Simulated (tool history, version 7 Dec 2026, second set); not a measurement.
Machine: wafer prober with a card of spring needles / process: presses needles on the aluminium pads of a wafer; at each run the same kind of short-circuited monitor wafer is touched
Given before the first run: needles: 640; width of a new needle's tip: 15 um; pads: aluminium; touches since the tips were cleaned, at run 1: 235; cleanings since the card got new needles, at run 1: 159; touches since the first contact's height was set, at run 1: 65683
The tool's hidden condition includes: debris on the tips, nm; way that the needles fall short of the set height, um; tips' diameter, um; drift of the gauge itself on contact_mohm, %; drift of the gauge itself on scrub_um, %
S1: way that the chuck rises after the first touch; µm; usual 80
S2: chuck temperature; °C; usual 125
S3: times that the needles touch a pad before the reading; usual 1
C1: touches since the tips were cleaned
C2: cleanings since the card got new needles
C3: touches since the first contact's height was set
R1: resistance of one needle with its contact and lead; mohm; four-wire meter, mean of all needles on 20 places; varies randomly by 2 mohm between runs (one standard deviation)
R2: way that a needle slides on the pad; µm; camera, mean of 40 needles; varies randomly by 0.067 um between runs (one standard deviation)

run	day	S1	S2	S3	C1	C2	C3	R1	R2
1	0.000	80	125	1	235	159	65683	229	17.66
# day 0.379: tips cleaned on abrasive film
# day 0.854: tips cleaned on abrasive film
# day 1.238: tips cleaned on abrasive film
# day 1.712: tips cleaned on abrasive film
# day 2.092: tips cleaned on abrasive film
2	2.150	80	34	1	678	164	91185	217	17.43
# day 2.529: tips cleaned on abrasive film
# day 3.004: tips cleaned on abrasive film
# day 3.383: tips cleaned on abrasive film
# day 3.858: tips cleaned on abrasive film
3	4.021	80	34	1	1925	168	113421	237	17.47
# day 4.304: tips cleaned on abrasive film
# day 4.688: tips cleaned on abrasive film
# day 5.067: tips cleaned on abrasive film
# day 5.450: tips cleaned on abrasive film
# day 5.925: tips cleaned on abrasive film
# day 6.304: tips cleaned on abrasive film
4	6.312	80	34	1	107	174	140609	210	17.32
# day 6.692: tips cleaned on abrasive film
# day 7.167: tips cleaned on abrasive film
# day 7.550: tips cleaned on abrasive film
# day 7.833: tips cleaned on abrasive film, once more
5	8.112	80	125	1	3350	178	162006	259	17.19
# day 8.308: tips cleaned on abrasive film
# day 8.688: tips cleaned on abrasive film
# day 9.162: tips cleaned on abrasive film
# day 9.638: tips cleaned on abrasive film
# day 10.017: tips cleaned on abrasive film
# day 10.492: tips cleaned on abrasive film
# day 10.504: height of the first contact set anew
6	10.642	80	50	1	1629	184	1629	231	17.81
# day 10.929: tips cleaned on abrasive film
# day 11.308: tips cleaned on abrasive film
# day 11.783: tips cleaned on abrasive film
# day 12.162: tips cleaned on abrasive film
# day 12.638: tips cleaned on abrasive film
7	12.983	80	50	1	4124	189	29451	253	17.74
# day 13.079: tips cleaned on abrasive film
# day 13.462: tips cleaned on abrasive film
# day 13.842: tips cleaned on abrasive film
# day 14.317: tips cleaned on abrasive film
# day 14.792: tips cleaned on abrasive film
# day 15.267: tips cleaned on abrasive film
# day 15.646: tips cleaned on abrasive film
8	15.688	80	50	1	489	196	61534	218	17.66
# day 16.067: tips cleaned on abrasive film
# day 16.450: tips cleaned on abrasive film
# day 16.925: tips cleaned on abrasive film
# day 17.400: tips cleaned on abrasive film
# day 17.875: tips cleaned on abrasive film
9	17.988	80	50	1	1365	201	88852	231	17.49
# day 18.275: tips cleaned on abrasive film
# day 18.654: tips cleaned on abrasive film
# day 19.129: tips cleaned on abrasive film
# day 19.508: tips cleaned on abrasive film
# day 19.892: tips cleaned on abrasive film
# day 20.367: tips cleaned on abrasive film
# day 20.842: tips cleaned on abrasive film
10	20.892	80	50	1	626	208	123330	220	17.53
# day 21.275: tips cleaned on abrasive film
# day 21.750: tips cleaned on abrasive film
# day 22.225: tips cleaned on abrasive film
# day 22.700: tips cleaned on abrasive film
# day 23.175: tips cleaned on abrasive film
11	23.483	80	50	1	3700	213	154113	255	17.34
# day 23.579: tips cleaned on abrasive film
# day 23.962: tips cleaned on abrasive film
# day 24.438: tips cleaned on abrasive film
# day 24.817: tips cleaned on abrasive film
# day 25.292: tips cleaned on abrasive film
# day 25.767: tips cleaned on abrasive film
# day 26.242: tips cleaned on abrasive film
12	26.325	80	50	1	1017	220	187854	231	17.24
# day 26.525: height of the first contact set anew
# day 26.717: tips cleaned on abrasive film
# day 27.192: tips cleaned on abrasive film
# day 27.667: tips cleaned on abrasive film
13	27.883	80	50	1	2591	223	16132	245	17.71
# day 28.075: tips cleaned on abrasive film
# day 28.458: tips cleaned on abrasive film
# day 28.933: tips cleaned on abrasive film
# day 29.312: tips cleaned on abrasive film
# day 29.788: tips cleaned on abrasive film
# day 30.262: tips cleaned on abrasive film
# day 30.642: tips cleaned on abrasive film
14	30.738	80	114	2	1108	230	49963	240	17.61
# day 31.117: tips cleaned on abrasive film
# day 31.496: tips cleaned on abrasive film
# day 31.971: tips cleaned on abrasive film
# day 32.446: tips cleaned on abrasive film
# day 32.829: tips cleaned on abrasive film
15	33.162	90	89	2	4020	235	78808	240	19.79
# day 33.262: tips cleaned on abrasive film
# day 33.738: tips cleaned on abrasive film
# day 34.117: tips cleaned on abrasive film
# day 34.592: tips cleaned on abrasive film
16	34.946	83	41	3	4245	239	99980	226	18.12
# day 35.046: tips cleaned on abrasive film
# day 35.521: tips cleaned on abrasive film
# day 35.900: tips cleaned on abrasive film
# day 36.375: tips cleaned on abrasive film
# day 36.788: tips cleaned on abrasive film
17	36.788	75	96	1	0	244	121827	225	16.27
# day 37.171: tips cleaned on abrasive film
# day 37.550: tips cleaned on abrasive film
# day 38.025: tips cleaned on abrasive film
# day 38.404: tips cleaned on abrasive film
# day 38.879: tips cleaned on abrasive film
18	39.196	75	96	1	3777	249	150430	275	16.19
# day 39.296: tips cleaned on abrasive film
# day 39.771: tips cleaned on abrasive film
# day 40.242: tips cleaned on abrasive film
# day 40.625: tips cleaned on abrasive film
# day 41.100: tips cleaned on abrasive film
19	41.408	75	96	1	3719	254	176716	270	16.15
# day 41.508: tips cleaned on abrasive film
# day 41.888: tips cleaned on abrasive film
# day 42.362: tips cleaned on abrasive film
# day 42.562: height of the first contact set anew
# day 42.850: tips cleaned on abrasive film
# day 43.325: tips cleaned on abrasive film
# day 43.704: tips cleaned on abrasive film
20	43.783	86	53	2	930	260	14471	221	19.13
# day 44.162: tips cleaned on abrasive film
# day 44.638: tips cleaned on abrasive film
# day 45.112: tips cleaned on abrasive film
# day 45.588: tips cleaned on abrasive film
21	45.721	71	72	2	1584	264	37495	234	15.71
# day 46.008: tips cleaned on abrasive film
# day 46.483: tips cleaned on abrasive film
# day 46.958: tips cleaned on abrasive film
# day 47.433: tips cleaned on abrasive film
# day 47.908: tips cleaned on abrasive film
# day 48.383: tips cleaned on abrasive film
22	48.446	71	72	2	751	270	69841	228	15.60
# day 48.825: tips cleaned on abrasive film
# day 49.204: tips cleaned on abrasive film
# day 49.679: tips cleaned on abrasive film
23	49.921	80	125	1	2892	273	87403	265	17.48
# day 50.112: tips cleaned on abrasive film
# day 50.588: tips cleaned on abrasive film
# day 50.971: tips cleaned on abrasive film
# day 51.446: tips cleaned on abrasive film
# day 51.825: tips cleaned on abrasive film
# day 52.300: tips cleaned on abrasive film
24	52.438	93	71	1	1642	279	117254	233	20.26

Take each entry between the runs: how does the hidden state at the last listed run before it differ from the hidden state at the first listed run after it?
After run 1, before run 2: tips cleaned on abrasive film (day 0.379); tips cleaned on abrasive film (day 0.854); tips cleaned on abrasive film (day 1.238); tips cleaned on abrasive film (day 1.712); tips cleaned on abrasive film (day 2.092)
  debris on the tips, nm: 9.1 -> 13.2; way that the needles fall short of the set height, um: 0.86 -> 1.62; tips' diameter, um: 18.85 -> 21.25
  difference, measured minus the result without the unlogged condition, R1: +8 -> +14 mohm; R2: -0.19 -> -0.36 µm
After run 2, before run 3: tips cleaned on abrasive film (day 2.529); tips cleaned on abrasive film (day 3.004); tips cleaned on abrasive film (day 3.383); tips cleaned on abrasive film (day 3.858)
  debris on the tips, nm: 13.2 -> 38.4; way that the needles fall short of the set height, um: 1.62 -> 1.93; tips' diameter, um: 21.25 -> 21.36
  difference, measured minus the result without the unlogged condition, R1: +14 -> +35 mohm; R2: -0.36 -> -0.43 µm
After run 3, before run 4: tips cleaned on abrasive film (day 4.304); tips cleaned on abrasive film (day 4.688); tips cleaned on abrasive film (day 5.067); tips cleaned on abrasive film (day 5.450); tips cleaned on abrasive film (day 5.925); tips cleaned on abrasive film (day 6.304)
  debris on the tips, nm: 38.4 -> 8.5; way that the needles fall short of the set height, um: 1.93 -> 2.31; tips' diameter, um: 21.36 -> 21.49
  difference, measured minus the result without the unlogged condition, R1: +35 -> +11 mohm; R2: -0.43 -> -0.51 µm
After run 4, before run 5: tips cleaned on abrasive film (day 6.692); tips cleaned on abrasive film (day 7.167); tips cleaned on abrasive film (day 7.550); tips cleaned on abrasive film, once more (day 7.833)
  debris on the tips, nm: 8.5 -> 51.6; way that the needles fall short of the set height, um: 2.31 -> 2.6; tips' diameter, um: 21.49 -> 21.59
  difference, measured minus the result without the unlogged condition, R1: +11 -> +41 mohm; R2: -0.51 -> -0.57 µm
After run 5, before run 6: tips cleaned on abrasive film (day 8.308); tips cleaned on abrasive film (day 8.688); tips cleaned on abrasive film (day 9.162); tips cleaned on abrasive film (day 9.638); tips cleaned on abrasive film (day 10.017); tips cleaned on abrasive film (day 10.492); height of the first contact set anew (day 10.504)
  debris on the tips, nm: 51.6 -> 32.6; way that the needles fall short of the set height, um: 2.6 -> 0; tips' diameter, um: 21.59 -> 21.73
  difference, measured minus the result without the unlogged condition, R1: +41 -> +29 mohm; R2: -0.57 -> +0.00 µm
After run 6, before run 7: tips cleaned on abrasive film (day 10.929); tips cleaned on abrasive film (day 11.308); tips cleaned on abrasive film (day 11.783); tips cleaned on abrasive film (day 12.162); tips cleaned on abrasive film (day 12.638)
  debris on the tips, nm: 32.6 -> 60; way that the needles fall short of the set height, um: 0 -> 0.33; tips' diameter, um: 21.73 -> 21.84
  difference, measured minus the result without the unlogged condition, R1: +29 -> +51 mohm; R2: +0.00 -> -0.07 µm
After run 7, before run 8: tips cleaned on abrasive film (day 13.079); tips cleaned on abrasive film (day 13.462); tips cleaned on abrasive film (day 13.842); tips cleaned on abrasive film (day 14.317); tips cleaned on abrasive film (day 14.792); tips cleaned on abrasive film (day 15.267); tips cleaned on abrasive film (day 15.646)
  debris on the tips, nm: 60 -> 12.5; way that the needles fall short of the set height, um: 0.33 -> 0.81; tips' diameter, um: 21.84 -> 22.01
  difference, measured minus the result without the unlogged condition, R1: +51 -> +14 mohm; R2: -0.07 -> -0.18 µm
After run 8, before run 9: tips cleaned on abrasive film (day 16.067); tips cleaned on abrasive film (day 16.450); tips cleaned on abrasive film (day 16.925); tips cleaned on abrasive film (day 17.400); tips cleaned on abrasive film (day 17.875)
  debris on the tips, nm: 12.5 -> 24.5; way that the needles fall short of the set height, um: 0.81 -> 1.14; tips' diameter, um: 22.01 -> 22.13
  difference, measured minus the result without the unlogged condition, R1: +14 -> +25 mohm; R2: -0.18 -> -0.25 µm
After run 9, before run 10: tips cleaned on abrasive film (day 18.275); tips cleaned on abrasive film (day 18.654); tips cleaned on abrasive film (day 19.129); tips cleaned on abrasive film (day 19.508); tips cleaned on abrasive film (day 19.892); tips cleaned on abrasive film (day 20.367); tips cleaned on abrasive film (day 20.842)
  debris on the tips, nm: 24.5 -> 14.5; way that the needles fall short of the set height, um: 1.14 -> 1.6; tips' diameter, um: 22.13 -> 22.29
  difference, measured minus the result without the unlogged condition, R1: +25 -> +17 mohm; R2: -0.25 -> -0.36 µm
After run 10, before run 11: tips cleaned on abrasive film (day 21.275); tips cleaned on abrasive film (day 21.750); tips cleaned on abrasive film (day 22.225); tips cleaned on abrasive film (day 22.700); tips cleaned on abrasive film (day 23.175)
  debris on the tips, nm: 14.5 -> 53.6; way that the needles fall short of the set height, um: 1.6 -> 1.94; tips' diameter, um: 22.29 -> 22.41
  difference, measured minus the result without the unlogged condition, R1: +17 -> +50 mohm; R2: -0.36 -> -0.43 µm
After run 11, before run 12: tips cleaned on abrasive film (day 23.579); tips cleaned on abrasive film (day 23.962); tips cleaned on abrasive film (day 24.438); tips cleaned on abrasive film (day 24.817); tips cleaned on abrasive film (day 25.292); tips cleaned on abrasive film (day 25.767); tips cleaned on abrasive film (day 26.242)
  debris on the tips, nm: 53.6 -> 23.7; way that the needles fall short of the set height, um: 1.94 -> 2.4; tips' diameter, um: 22.41 -> 22.57
  difference, measured minus the result without the unlogged condition, R1: +50 -> +25 mohm; R2: -0.43 -> -0.53 µm
After run 12, before run 13: height of the first contact set anew (day 26.525); tips cleaned on abrasive film (day 26.717); tips cleaned on abrasive film (day 27.192); tips cleaned on abrasive film (day 27.667)
  debris on the tips, nm: 23.7 -> 46.1; way that the needles fall short of the set height, um: 2.4 -> 0.2; tips' diameter, um: 22.57 -> 22.64
  difference, measured minus the result without the unlogged condition, R1: +25 -> +43 mohm; R2: -0.53 -> -0.04 µm
After run 13, before run 14: tips cleaned on abrasive film (day 28.075); tips cleaned on abrasive film (day 28.458); tips cleaned on abrasive film (day 28.933); tips cleaned on abrasive film (day 29.312); tips cleaned on abrasive film (day 29.788); tips cleaned on abrasive film (day 30.262); tips cleaned on abrasive film (day 30.642)
  debris on the tips, nm: 46.1 -> 26; way that the needles fall short of the set height, um: 0.2 -> 0.73; tips' diameter, um: 22.64 -> 22.83
  difference, measured minus the result without the unlogged condition, R1: +43 -> +18 mohm; R2: -0.04 -> -0.17 µm
After run 14, before run 15: tips cleaned on abrasive film (day 31.117); tips cleaned on abrasive film (day 31.496); tips cleaned on abrasive film (day 31.971); tips cleaned on abrasive film (day 32.446); tips cleaned on abrasive film (day 32.829)
  debris on the tips, nm: 26 -> 55.1; way that the needles fall short of the set height, um: 0.73 -> 1.1; tips' diameter, um: 22.83 -> 22.95
  difference, measured minus the result without the unlogged condition, R1: +18 -> +26 mohm; R2: -0.17 -> -0.25 µm
After run 15, before run 16: tips cleaned on abrasive film (day 33.262); tips cleaned on abrasive film (day 33.738); tips cleaned on abrasive film (day 34.117); tips cleaned on abrasive film (day 34.592)
  debris on the tips, nm: 55.1 -> 60.3; way that the needles fall short of the set height, um: 1.1 -> 1.42; tips' diameter, um: 22.95 -> 23.06
  difference, measured minus the result without the unlogged condition, R1: +26 -> +23 mohm; R2: -0.25 -> -0.31 µm
After run 16, before run 17: tips cleaned on abrasive film (day 35.046); tips cleaned on abrasive film (day 35.521); tips cleaned on abrasive film (day 35.900); tips cleaned on abrasive film (day 36.375); tips cleaned on abrasive film (day 36.788)
  debris on the tips, nm: 60.3 -> 4.1; way that the needles fall short of the set height, um: 1.42 -> 1.76; tips' diameter, um: 23.06 -> 23.19
  difference, measured minus the result without the unlogged condition, R1: +23 -> +10 mohm; R2: -0.31 -> -0.39 µm
After run 17, before run 18: tips cleaned on abrasive film (day 37.171); tips cleaned on abrasive film (day 37.550); tips cleaned on abrasive film (day 38.025); tips cleaned on abrasive film (day 38.404); tips cleaned on abrasive film (day 38.879)
  debris on the tips, nm: 4.1 -> 56.4; way that the needles fall short of the set height, um: 1.76 -> 2.1; tips' diameter, um: 23.19 -> 23.3
  difference, measured minus the result without the unlogged condition, R1: +10 -> +60 mohm; R2: -0.39 -> -0.47 µm
After run 18, before run 19: tips cleaned on abrasive film (day 39.296); tips cleaned on abrasive film (day 39.771); tips cleaned on abrasive film (day 40.242); tips cleaned on abrasive film (day 40.625); tips cleaned on abrasive film (day 41.100)
  debris on the tips, nm: 56.4 -> 50.1; way that the needles fall short of the set height, um: 2.1 -> 2.45; tips' diameter, um: 23.3 -> 23.42
  difference, measured minus the result without the unlogged condition, R1: +60 -> +55 mohm; R2: -0.47 -> -0.55 µm
After run 19, before run 20: tips cleaned on abrasive film (day 41.508); tips cleaned on abrasive film (day 41.888); tips cleaned on abrasive film (day 42.362); height of the first contact set anew (day 42.562); tips cleaned on abrasive film (day 42.850); tips cleaned on abrasive film (day 43.325); tips cleaned on abrasive film (day 43.704)
  debris on the tips, nm: 50.1 -> 21.2; way that the needles fall short of the set height, um: 2.45 -> 0.24; tips' diameter, um: 23.42 -> 23.57
  difference, measured minus the result without the unlogged condition, R1: +55 -> +14 mohm; R2: -0.55 -> -0.05 µm
After run 20, before run 21: tips cleaned on abrasive film (day 44.162); tips cleaned on abrasive film (day 44.638); tips cleaned on abrasive film (day 45.112); tips cleaned on abrasive film (day 45.588)
  debris on the tips, nm: 21.2 -> 30.7; way that the needles fall short of the set height, um: 0.24 -> 0.54; tips' diameter, um: 23.57 -> 23.68
  difference, measured minus the result without the unlogged condition, R1: +14 -> +25 mohm; R2: -0.05 -> -0.11 µm
After run 21, before run 22: tips cleaned on abrasive film (day 46.008); tips cleaned on abrasive film (day 46.483); tips cleaned on abrasive film (day 46.958); tips cleaned on abrasive film (day 47.433); tips cleaned on abrasive film (day 47.908); tips cleaned on abrasive film (day 48.383)
  debris on the tips, nm: 30.7 -> 14.5; way that the needles fall short of the set height, um: 0.54 -> 1; tips' diameter, um: 23.68 -> 23.84
  difference, measured minus the result without the unlogged condition, R1: +25 -> +16 mohm; R2: -0.11 -> -0.22 µm
After run 22, before run 23: tips cleaned on abrasive film (day 48.825); tips cleaned on abrasive film (day 49.204); tips cleaned on abrasive film (day 49.679)
  debris on the tips, nm: 14.5 -> 50.9; way that the needles fall short of the set height, um: 1 -> 1.18; tips' diameter, um: 23.84 -> 23.9
  difference, measured minus the result without the unlogged condition, R1: +16 -> +48 mohm; R2: -0.22 -> -0.26 µm
After run 23, before run 24: tips cleaned on abrasive film (day 50.112); tips cleaned on abrasive film (day 50.588); tips cleaned on abrasive film (day 50.971); tips cleaned on abrasive film (day 51.446); tips cleaned on abrasive film (day 51.825); tips cleaned on abrasive film (day 52.300)
  debris on the tips, nm: 50.9 -> 33.2; way that the needles fall short of the set height, um: 1.18 -> 1.59; tips' diameter, um: 23.9 -> 24.05
  difference, measured minus the result without the unlogged condition, R1: +48 -> +27 mohm; R2: -0.26 -> -0.35 µm

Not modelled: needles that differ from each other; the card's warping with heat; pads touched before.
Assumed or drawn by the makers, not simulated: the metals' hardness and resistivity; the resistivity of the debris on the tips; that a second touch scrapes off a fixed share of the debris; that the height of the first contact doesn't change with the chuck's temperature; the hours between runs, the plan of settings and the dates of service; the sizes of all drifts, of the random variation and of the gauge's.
